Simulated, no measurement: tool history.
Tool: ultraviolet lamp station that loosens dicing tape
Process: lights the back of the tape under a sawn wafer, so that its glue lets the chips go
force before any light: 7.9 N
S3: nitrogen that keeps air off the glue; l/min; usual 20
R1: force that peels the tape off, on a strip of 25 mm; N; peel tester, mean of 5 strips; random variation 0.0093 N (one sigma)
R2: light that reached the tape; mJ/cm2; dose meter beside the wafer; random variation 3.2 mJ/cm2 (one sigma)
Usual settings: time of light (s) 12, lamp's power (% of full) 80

Run 1, hour 0.0: usual settings. Result: R1 0.396 N, R2 496 mJ/cm2.
Run 2, hour 23.1: usual settings. Result: R1 0.397 N, R2 502 mJ/cm2.
Run 3, hour 38.5: usual settings but time of light (s) 19. Result: R1 0.148 N, R2 797 mJ/cm2.
Run 4, hour 67.8: usual settings but time of light (s) 19. Result: R1 0.149 N, R2 783 mJ/cm2.
Run 5, hour 81.6: usual settings. Result: R1 0.377 N, R2 500 mJ/cm2.
Run 6, hour 106.4: usual settings but S3 22 l/min. Result: R1 0.366 N, R2 501 mJ/cm2.
Run 7, hour 123.5: usual settings but S3 22 l/min. Result: R1 0.381 N, R2 496 mJ/cm2.
Run 8, hour 145.9: usual settings but S3 22 l/min. Result: R1 0.371 N, R2 496 mJ/cm2.
Run 9, hour 159.2: usual settings but time of light (s) 24, lamp's power (% of full) 69, S3 9 l/min. Result: R1 0.211 N, R2 864 mJ/cm2.
At hour 164.5: window cleaned of glue's vapour.
Run 10, hour 175.4: usual settings but lamp's power (% of full) 89, S3 12 l/min. Result: R1 0.457 N, R2 553 mJ/cm2.

Forecast each of these 4 alternatives for the next run:
Run A, hour 203.9: usual settings but time of light (s) 13, S3 24 l/min. Result: R1 ?, R2 ?.
Run B, hour 203.9: usual settings but time of light (s) 17, lamp's power (% of full) 86, S3 7 l/min. Result: R1 ?, R2 ?.
Run C, hour 203.9: usual settings but time of light (s) 14, lamp's power (% of full) 76, S3 28 l/min. Result: R1 ?, R2 ?.
Run D, hour 203.9: usual settings but S3 28 l/min. Result: R1 ?, R2 ?.

run     R1   R2
  A  0.277  545
  B  0.363  753
  C  0.242  549
  D  0.306  504
Without the tool's hidden state the same runs would have given:
run     R1   R2
  A  0.276  545
  B  0.362  754
  C  0.242  549
  D  0.305  505
